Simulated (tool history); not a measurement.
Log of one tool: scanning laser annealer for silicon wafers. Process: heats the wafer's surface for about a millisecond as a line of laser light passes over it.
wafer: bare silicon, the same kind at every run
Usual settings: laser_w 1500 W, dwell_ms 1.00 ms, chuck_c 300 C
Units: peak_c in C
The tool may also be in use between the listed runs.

run 1 hour=0.0 | laser_w=1500 dwell_ms=1.00 chuck_c=300 | peak_c=1075
run 2 hour=9.3 | laser_w=1500 dwell_ms=1.00 chuck_c=271 | peak_c=1048
run 3 hour=25.3 | laser_w=1500 dwell_ms=1.00 chuck_c=271 | peak_c=1046
run 4 hour=41.8 | laser_w=1500 dwell_ms=1.00 chuck_c=271 | peak_c=1045
run 5 hour=52.4 | laser_w=1499 dwell_ms=1.00 chuck_c=300 | peak_c=1076
run 6 hour=67.5 | laser_w=1499 dwell_ms=1.00 chuck_c=300 | peak_c=1076
run 7 hour=79.2 | laser_w=1500 dwell_ms=1.16 chuck_c=300 | peak_c=1132
run 8 hour=90.8 | laser_w=1500 dwell_ms=1.16 chuck_c=300 | peak_c=1133
-- hour=95.2 laser's power meter calibrated
run 9 hour=103.6 | laser_w=1500 dwell_ms=1.00 chuck_c=300 | peak_c=1076
run 10 hour=115.7 | laser_w=1500 dwell_ms=0.88 chuck_c=300 | peak_c=1026
run 11 hour=127.8 | laser_w=1626 dwell_ms=0.97 chuck_c=320 | peak_c=1142
run 12 hour=145.5 | laser_w=1557 dwell_ms=0.75 chuck_c=263 | peak_c=960
-- hour=154.5 laser's power meter calibrated, once more
run 13 hour=160.4 | laser_w=1569 dwell_ms=1.00 chuck_c=275 | peak_c=1080
run 14 hour=170.2 | laser_w=1313 dwell_ms=1.00 chuck_c=300 | peak_c=980
run 15 hour=186.9 | laser_w=1313 dwell_ms=1.00 chuck_c=300 | peak_c=980

The next listed run, before its measurement:
run 16 hour=204.7 | laser_w=1477 dwell_ms=1.04 chuck_c=262 | peak_c=?

{"run 16": {"peak_c": 1037}}
Without the tool's hidden state the same run would have given peak_c 1052 C.

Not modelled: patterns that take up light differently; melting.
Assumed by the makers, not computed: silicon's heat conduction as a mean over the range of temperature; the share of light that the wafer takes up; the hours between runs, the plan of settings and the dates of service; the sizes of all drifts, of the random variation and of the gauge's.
